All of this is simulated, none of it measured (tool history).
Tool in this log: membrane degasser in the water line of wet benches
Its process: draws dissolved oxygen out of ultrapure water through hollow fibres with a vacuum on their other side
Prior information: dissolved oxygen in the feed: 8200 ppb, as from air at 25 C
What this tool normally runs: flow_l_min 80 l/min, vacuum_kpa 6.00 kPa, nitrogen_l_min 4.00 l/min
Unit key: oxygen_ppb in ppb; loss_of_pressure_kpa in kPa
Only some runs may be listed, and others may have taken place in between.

{"run": 1, "hour": 0.0, "flow_l_min": 80, "vacuum_kpa": 6.0, "nitrogen_l_min": 4.0, "oxygen_ppb": 126.1, "loss_of_pressure_kpa": 28.64}
{"run": 2, "hour": 233.0, "flow_l_min": 80, "vacuum_kpa": 6.0, "nitrogen_l_min": 4.0, "oxygen_ppb": 126.1, "loss_of_pressure_kpa": 28.98}
{"run": 3, "hour": 391.4, "flow_l_min": 80, "vacuum_kpa": 6.0, "nitrogen_l_min": 4.0, "oxygen_ppb": 125.6, "loss_of_pressure_kpa": 28.68}
{"run": 4, "hour": 633.7, "flow_l_min": 80, "vacuum_kpa": 6.0, "nitrogen_l_min": 4.0, "oxygen_ppb": 125.5, "loss_of_pressure_kpa": 28.52}
{"run": 5, "hour": 852.2, "flow_l_min": 80, "vacuum_kpa": 6.0, "nitrogen_l_min": 4.0, "oxygen_ppb": 125.8, "loss_of_pressure_kpa": 28.57}
{"run": 6, "hour": 1113.1, "flow_l_min": 80, "vacuum_kpa": 6.0, "nitrogen_l_min": 4.0, "oxygen_ppb": 126.0, "loss_of_pressure_kpa": 28.53}
{"run": 7, "hour": 1281.7, "flow_l_min": 80, "vacuum_kpa": 6.0, "nitrogen_l_min": 4.0, "oxygen_ppb": 126.4, "loss_of_pressure_kpa": 28.37}
{"run": 8, "hour": 1559.8, "flow_l_min": 80, "vacuum_kpa": 6.0, "nitrogen_l_min": 4.0, "oxygen_ppb": 126.7, "loss_of_pressure_kpa": 28.32}
{"run": 9, "hour": 1700.6, "flow_l_min": 62, "vacuum_kpa": 6.0, "nitrogen_l_min": 4.0, "oxygen_ppb": 98.6, "loss_of_pressure_kpa": 22.01}
{"run": 10, "hour": 1873.7, "flow_l_min": 80, "vacuum_kpa": 12.95, "nitrogen_l_min": 4.0, "oxygen_ppb": 415.2, "loss_of_pressure_kpa": 28.26}
{"run": 11, "hour": 2066.4, "flow_l_min": 80, "vacuum_kpa": 6.0, "nitrogen_l_min": 3.53, "oxygen_ppb": 138.9, "loss_of_pressure_kpa": 28.27}
{"run": 12, "hour": 2257.0, "flow_l_min": 113, "vacuum_kpa": 6.0, "nitrogen_l_min": 4.0, "oxygen_ppb": 184.3, "loss_of_pressure_kpa": 40.01}
{"run": 13, "hour": 2428.9, "flow_l_min": 113, "vacuum_kpa": 6.0, "nitrogen_l_min": 4.0, "oxygen_ppb": 184.3, "loss_of_pressure_kpa": 39.96}
{"run": 14, "hour": 2634.3, "flow_l_min": 56, "vacuum_kpa": 6.0, "nitrogen_l_min": 4.0, "oxygen_ppb": 88.9, "loss_of_pressure_kpa": 19.8}
{"hour": 2788.3, "done": "gauge calibrated"}
{"run": 15, "hour": 2788.3, "flow_l_min": 56, "vacuum_kpa": 6.0, "nitrogen_l_min": 4.0, "oxygen_ppb": 89.8, "loss_of_pressure_kpa": 20.06}
{"run": 16, "hour": 2958.4, "flow_l_min": 80, "vacuum_kpa": 6.0, "nitrogen_l_min": 4.0, "oxygen_ppb": 126.5, "loss_of_pressure_kpa": 28.73}
{"hour": 3166.1, "done": "seals of the vacuum lines changed"}
{"run": 17, "hour": 3223.4, "flow_l_min": 109, "vacuum_kpa": 9.48, "nitrogen_l_min": 4.0, "oxygen_ppb": 366.9, "loss_of_pressure_kpa": 39.33}
{"run": 18, "hour": 3373.0, "flow_l_min": 109, "vacuum_kpa": 9.48, "nitrogen_l_min": 4.0, "oxygen_ppb": 372.1, "loss_of_pressure_kpa": 39.01}
{"run": 19, "hour": 3646.3, "flow_l_min": 87, "vacuum_kpa": 8.92, "nitrogen_l_min": 4.99, "oxygen_ppb": 224.6, "loss_of_pressure_kpa": 31.18}
{"run": 20, "hour": 3803.1, "flow_l_min": 54, "vacuum_kpa": 6.8, "nitrogen_l_min": 3.54, "oxygen_ppb": 123.9, "loss_of_pressure_kpa": 19.04}
{"run": 21, "hour": 4002.1, "flow_l_min": 83, "vacuum_kpa": 6.8, "nitrogen_l_min": 9.5, "oxygen_ppb": 77.6, "loss_of_pressure_kpa": 29.76}
{"run": 22, "hour": 4236.6, "flow_l_min": 117, "vacuum_kpa": 5.06, "nitrogen_l_min": 10.35, "oxygen_ppb": 72.2, "loss_of_pressure_kpa": 41.74}
{"run": 23, "hour": 4440.9, "flow_l_min": 61, "vacuum_kpa": 5.06, "nitrogen_l_min": 10.35, "oxygen_ppb": 26.7, "loss_of_pressure_kpa": 21.65}
{"run": 24, "hour": 4591.3, "flow_l_min": 61, "vacuum_kpa": 5.06, "nitrogen_l_min": 10.35, "oxygen_ppb": 26.8, "loss_of_pressure_kpa": 21.52}
{"run": 25, "hour": 4863.9, "flow_l_min": 78, "vacuum_kpa": 7.71, "nitrogen_l_min": 4.0, "oxygen_ppb": 195.3, "loss_of_pressure_kpa": 27.85}
{"run": 26, "hour": 5136.8, "flow_l_min": 78, "vacuum_kpa": 7.71, "nitrogen_l_min": 4.0, "oxygen_ppb": 194.0, "loss_of_pressure_kpa": 27.49}
{"run": 27, "hour": 5325.9, "flow_l_min": 82, "vacuum_kpa": 6.0, "nitrogen_l_min": 4.0, "oxygen_ppb": 129.3, "loss_of_pressure_kpa": 28.8}
{"run": 28, "hour": 5598.7, "flow_l_min": 82, "vacuum_kpa": 6.0, "nitrogen_l_min": 4.0, "oxygen_ppb": 129.7, "loss_of_pressure_kpa": 28.9}
{"hour": 5703.2, "done": "vacuum gauge calibrated"}
{"run": 29, "hour": 5828.1, "flow_l_min": 50, "vacuum_kpa": 6.0, "nitrogen_l_min": 4.0, "oxygen_ppb": 80.8, "loss_of_pressure_kpa": 17.75}
{"run": 30, "hour": 5975.7, "flow_l_min": 63, "vacuum_kpa": 4.74, "nitrogen_l_min": 8.51, "oxygen_ppb": 27.8, "loss_of_pressure_kpa": 22.13}
{"run": 31, "hour": 6241.8, "flow_l_min": 63, "vacuum_kpa": 14.3, "nitrogen_l_min": 8.51, "oxygen_ppb": 193.7, "loss_of_pressure_kpa": 22.25}

Below, each run's measurement less what the same run would have read without the hidden state. Both values contain the same run-to-run variation, but the gauge's scatter may not be the same in both:
The tool's hidden condition here consists of: membrane still open, %; true pressure behind the membrane over the reading, kPa; air that leaks in behind the membrane, l/min; drift of the gauge itself on oxygen_ppb, %; drift of the gauge itself on loss_of_pressure_kpa, %.
run=1 loss_of_pressure_kpa=+0.00
run=2 loss_of_pressure_kpa=-0.05
run=3 loss_of_pressure_kpa=-0.09
run=4 loss_of_pressure_kpa=-0.15
run=5 loss_of_pressure_kpa=-0.22
run=6 loss_of_pressure_kpa=-0.28
run=7 loss_of_pressure_kpa=-0.32
run=8 loss_of_pressure_kpa=-0.39
run=9 loss_of_pressure_kpa=-0.33
run=10 loss_of_pressure_kpa=-0.47
run=11 loss_of_pressure_kpa=-0.51
run=12 loss_of_pressure_kpa=-0.80
run=13 loss_of_pressure_kpa=-0.87
run=14 loss_of_pressure_kpa=-0.47
run=15 loss_of_pressure_kpa=+0.00
run=16 loss_of_pressure_kpa=-0.03
run=17 loss_of_pressure_kpa=-0.14
run=18 loss_of_pressure_kpa=-0.19
run=19 loss_of_pressure_kpa=-0.23
run=20 loss_of_pressure_kpa=-0.17
run=21 loss_of_pressure_kpa=-0.31
run=22 loss_of_pressure_kpa=-0.52
run=23 loss_of_pressure_kpa=-0.31
run=24 loss_of_pressure_kpa=-0.34
run=25 loss_of_pressure_kpa=-0.50
run=26 loss_of_pressure_kpa=-0.57
run=27 loss_of_pressure_kpa=-0.65
run=28 loss_of_pressure_kpa=-0.72
run=29 loss_of_pressure_kpa=-0.48
run=30 loss_of_pressure_kpa=-0.63
run=31 loss_of_pressure_kpa=-0.68
oxygen_ppb without the hidden state stays within 0.2 ppb of what was measured, in all runs.
